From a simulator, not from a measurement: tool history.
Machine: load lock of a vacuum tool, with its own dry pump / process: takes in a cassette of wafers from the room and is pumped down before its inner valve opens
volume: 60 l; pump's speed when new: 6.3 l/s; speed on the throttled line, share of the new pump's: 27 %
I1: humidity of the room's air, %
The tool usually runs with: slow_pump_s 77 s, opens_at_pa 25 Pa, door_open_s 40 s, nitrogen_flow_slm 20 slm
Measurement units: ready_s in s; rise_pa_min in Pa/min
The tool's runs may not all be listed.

{"run": 1, "hour": 0.0, "slow_pump_s": 77, "opens_at_pa": 25, "door_open_s": 40, "nitrogen_flow_slm": 20, "I1": 44.4, "ready_s": 135.9, "rise_pa_min": 0.056}
{"run": 2, "hour": 324.0, "slow_pump_s": 77, "opens_at_pa": 25, "door_open_s": 40, "nitrogen_flow_slm": 20, "I1": 44.7, "ready_s": 138.5, "rise_pa_min": 0.054}
{"run": 3, "hour": 724.2, "slow_pump_s": 77, "opens_at_pa": 25, "door_open_s": 46, "nitrogen_flow_slm": 20, "I1": 45.5, "ready_s": 137.4, "rise_pa_min": 0.065}
{"run": 4, "hour": 1164.0, "slow_pump_s": 77, "opens_at_pa": 25, "door_open_s": 46, "nitrogen_flow_slm": 20, "I1": 45.9, "ready_s": 139.7, "rise_pa_min": 0.066}
{"run": 5, "hour": 1509.6, "slow_pump_s": 77, "opens_at_pa": 25, "door_open_s": 40, "nitrogen_flow_slm": 36, "I1": 44.5, "ready_s": 138, "rise_pa_min": 0.054}
{"run": 6, "hour": 1940.5, "slow_pump_s": 77, "opens_at_pa": 25, "door_open_s": 40, "nitrogen_flow_slm": 36, "I1": 41.5, "ready_s": 136.9, "rise_pa_min": 0.061}
{"run": 7, "hour": 2290.0, "slow_pump_s": 77, "opens_at_pa": 25, "door_open_s": 40, "nitrogen_flow_slm": 36, "I1": 45.4, "ready_s": 138.4, "rise_pa_min": 0.062}
{"run": 8, "hour": 2714.3, "slow_pump_s": 77, "opens_at_pa": 25, "door_open_s": 40, "nitrogen_flow_slm": 20, "I1": 43.6, "ready_s": 139.2, "rise_pa_min": 0.075}
{"run": 9, "hour": 3278.5, "slow_pump_s": 77, "opens_at_pa": 25, "door_open_s": 40, "nitrogen_flow_slm": 20, "I1": 43.5, "ready_s": 138.2, "rise_pa_min": 0.076}
{"run": 10, "hour": 3566.7, "slow_pump_s": 77, "opens_at_pa": 25, "door_open_s": 40, "nitrogen_flow_slm": 20, "I1": 44.4, "ready_s": 138.4, "rise_pa_min": 0.084}
{"run": 11, "hour": 3997.3, "slow_pump_s": 77, "opens_at_pa": 25, "door_open_s": 40, "nitrogen_flow_slm": 20, "I1": 44.3, "ready_s": 140.2, "rise_pa_min": 0.084}
{"run": 12, "hour": 4483.7, "slow_pump_s": 77, "opens_at_pa": 25, "door_open_s": 40, "nitrogen_flow_slm": 20, "I1": 43.8, "ready_s": 139.7, "rise_pa_min": 0.092}
{"run": 13, "hour": 4822.8, "slow_pump_s": 77, "opens_at_pa": 25, "door_open_s": 40, "nitrogen_flow_slm": 20, "I1": 41.9, "ready_s": 139.9, "rise_pa_min": 0.097}
{"run": 14, "hour": 5384.5, "slow_pump_s": 77, "opens_at_pa": 25, "door_open_s": 40, "nitrogen_flow_slm": 20, "I1": 46.4, "ready_s": 141, "rise_pa_min": 0.104}
{"run": 15, "hour": 5618.7, "slow_pump_s": 77, "opens_at_pa": 25, "door_open_s": 40, "nitrogen_flow_slm": 20, "I1": 45.2, "ready_s": 141.6, "rise_pa_min": 0.108}
{"run": 16, "hour": 5978.8, "slow_pump_s": 77, "opens_at_pa": 25, "door_open_s": 223, "nitrogen_flow_slm": 20, "I1": 47.1, "ready_s": 141.7, "rise_pa_min": 0.173}
{"run": 17, "hour": 6515.8, "slow_pump_s": 77, "opens_at_pa": 25, "door_open_s": 223, "nitrogen_flow_slm": 20, "I1": 49, "ready_s": 139.9, "rise_pa_min": 0.187}
{"run": 18, "hour": 6938.9, "slow_pump_s": 77, "opens_at_pa": 25, "door_open_s": 223, "nitrogen_flow_slm": 20, "I1": 48.6, "ready_s": 143.5, "rise_pa_min": 0.182}
{"run": 19, "hour": 7198.3, "slow_pump_s": 77, "opens_at_pa": 25, "door_open_s": 40, "nitrogen_flow_slm": 20, "I1": 48.5, "ready_s": 142.8, "rise_pa_min": 0.12}
{"run": 20, "hour": 7595.8, "slow_pump_s": 77, "opens_at_pa": 25, "door_open_s": 40, "nitrogen_flow_slm": 19, "I1": 43.8, "ready_s": 141, "rise_pa_min": 0.124}
{"run": 21, "hour": 8044.6, "slow_pump_s": 53, "opens_at_pa": 21, "door_open_s": 72, "nitrogen_flow_slm": 19, "I1": 44.6, "ready_s": 129.1, "rise_pa_min": 0.14}
{"run": 22, "hour": 8387.4, "slow_pump_s": 53, "opens_at_pa": 33, "door_open_s": 220, "nitrogen_flow_slm": 15, "I1": 45.6, "ready_s": 122.4, "rise_pa_min": 0.211}
{"run": 23, "hour": 8694.1, "slow_pump_s": 77, "opens_at_pa": 35, "door_open_s": 40, "nitrogen_flow_slm": 26, "I1": 42.9, "ready_s": 138.8, "rise_pa_min": 0.133}
{"run": 24, "hour": 8979.6, "slow_pump_s": 39, "opens_at_pa": 38, "door_open_s": 204, "nitrogen_flow_slm": 11, "I1": 45.9, "ready_s": 112.7, "rise_pa_min": 0.212}
{"hour": 9026.1, "done": "dry pump taken out, an overhauled one fitted"}
{"run": 25, "hour": 9464.7, "slow_pump_s": 39, "opens_at_pa": 38, "door_open_s": 204, "nitrogen_flow_slm": 11, "I1": 44.1, "ready_s": 102.8, "rise_pa_min": 0.225}
{"run": 26, "hour": 9951.3, "slow_pump_s": 39, "opens_at_pa": 38, "door_open_s": 204, "nitrogen_flow_slm": 11, "I1": 41.7, "ready_s": 103.3, "rise_pa_min": 0.231}
{"run": 27, "hour": 10266.2, "slow_pump_s": 39, "opens_at_pa": 29, "door_open_s": 204, "nitrogen_flow_slm": 11, "I1": 46.7, "ready_s": 106.4, "rise_pa_min": 0.24}
{"run": 28, "hour": 10827.9, "slow_pump_s": 66, "opens_at_pa": 29, "door_open_s": 204, "nitrogen_flow_slm": 13, "I1": 46.5, "ready_s": 126.6, "rise_pa_min": 0.251}
{"run": 29, "hour": 11145.7, "slow_pump_s": 52, "opens_at_pa": 19, "door_open_s": 31, "nitrogen_flow_slm": 18, "I1": 46.1, "ready_s": 120.8, "rise_pa_min": 0.174}
{"hour": 11236.0, "done": "door's seal changed, seat wiped"}
{"run": 30, "hour": 11727.7, "slow_pump_s": 146, "opens_at_pa": 25, "door_open_s": 85, "nitrogen_flow_slm": 20, "I1": 46.1, "ready_s": 185.9, "rise_pa_min": 0.048}
{"run": 31, "hour": 12292.4, "slow_pump_s": 146, "opens_at_pa": 25, "door_open_s": 85, "nitrogen_flow_slm": 20, "I1": 42.7, "ready_s": 185.3, "rise_pa_min": 0.048}
{"run": 32, "hour": 12531.5, "slow_pump_s": 92, "opens_at_pa": 48, "door_open_s": 40, "nitrogen_flow_slm": 20, "I1": 44.8, "ready_s": 142.2, "rise_pa_min": 0.03}
{"run": 33, "hour": 12870.4, "slow_pump_s": 77, "opens_at_pa": 42, "door_open_s": 40, "nitrogen_flow_slm": 11, "I1": 43.5, "ready_s": 133.4, "rise_pa_min": 0.039}
{"run": 34, "hour": 13307.5, "slow_pump_s": 77, "opens_at_pa": 42, "door_open_s": 40, "nitrogen_flow_slm": 11, "I1": 46.7, "ready_s": 132.4, "rise_pa_min": 0.042}
{"run": 35, "hour": 13687.5, "slow_pump_s": 77, "opens_at_pa": 42, "door_open_s": 40, "nitrogen_flow_slm": 11, "I1": 48, "ready_s": 133.1, "rise_pa_min": 0.047}
{"run": 36, "hour": 14036.8, "slow_pump_s": 101, "opens_at_pa": 39, "door_open_s": 183, "nitrogen_flow_slm": 42, "I1": 49.1, "ready_s": 150.5, "rise_pa_min": 0.063}
{"run": 37, "hour": 14457.0, "slow_pump_s": 101, "opens_at_pa": 39, "door_open_s": 183, "nitrogen_flow_slm": 42, "I1": 46.7, "ready_s": 151, "rise_pa_min": 0.06}

Measured minus without-hidden-state, run by run (identical run-to-run variation in each term; gauge scatter may differ):
The tool's hidden condition here consists of: pump's speed, % of a new pump's; leak at the door's seal, Pa l/s; drift of the gauge itself on ready_s, %; drift of the gauge itself on rise_pa_min, %.
run=1 ready_s=+2.3 rise_pa_min=+0.026
run=2 ready_s=+2.5 rise_pa_min=+0.028
run=3 ready_s=+2.8 rise_pa_min=+0.032
run=4 ready_s=+3 rise_pa_min=+0.036
run=5 ready_s=+3.2 rise_pa_min=+0.038
run=6 ready_s=+3.4 rise_pa_min=+0.042
run=7 ready_s=+3.7 rise_pa_min=+0.045
run=8 ready_s=+3.9 rise_pa_min=+0.047
run=9 ready_s=+4.2 rise_pa_min=+0.054
run=10 ready_s=+4.4 rise_pa_min=+0.056
run=11 ready_s=+4.7 rise_pa_min=+0.061
run=12 ready_s=+4.9 rise_pa_min=+0.066
run=13 ready_s=+5.1 rise_pa_min=+0.07
run=14 ready_s=+5.5 rise_pa_min=+0.076
run=15 ready_s=+5.7 rise_pa_min=+0.079
run=16 ready_s=+5.9 rise_pa_min=+0.081
run=17 ready_s=+6.2 rise_pa_min=+0.088
run=18 ready_s=+6.6 rise_pa_min=+0.092
run=19 ready_s=+6.7 rise_pa_min=+0.093
run=20 ready_s=+6.9 rise_pa_min=+0.097
run=21 ready_s=+8.3 rise_pa_min=+0.104
run=22 ready_s=+7.9 rise_pa_min=+0.109
run=23 ready_s=+7.2 rise_pa_min=+0.11
run=24 ready_s=+8.8 rise_pa_min=+0.115
run=25 ready_s=+0 rise_pa_min=+0.123
run=26 ready_s=+0.2 rise_pa_min=+0.131
run=27 ready_s=+0.4 rise_pa_min=+0.135
run=28 ready_s=+0.8 rise_pa_min=+0.142
run=29 ready_s=+1.1 rise_pa_min=+0.15
run=30 ready_s=+0.8 rise_pa_min=+0.001
run=31 ready_s=+1 rise_pa_min=+0.004
run=32 ready_s=+1.4 rise_pa_min=+0.004
run=33 ready_s=+1.6 rise_pa_min=+0.005
run=34 ready_s=+1.9 rise_pa_min=+0.007
run=35 ready_s=+2.1 rise_pa_min=+0.009
run=36 ready_s=+2 rise_pa_min=+0.01
run=37 ready_s=+2.2 rise_pa_min=+0.011
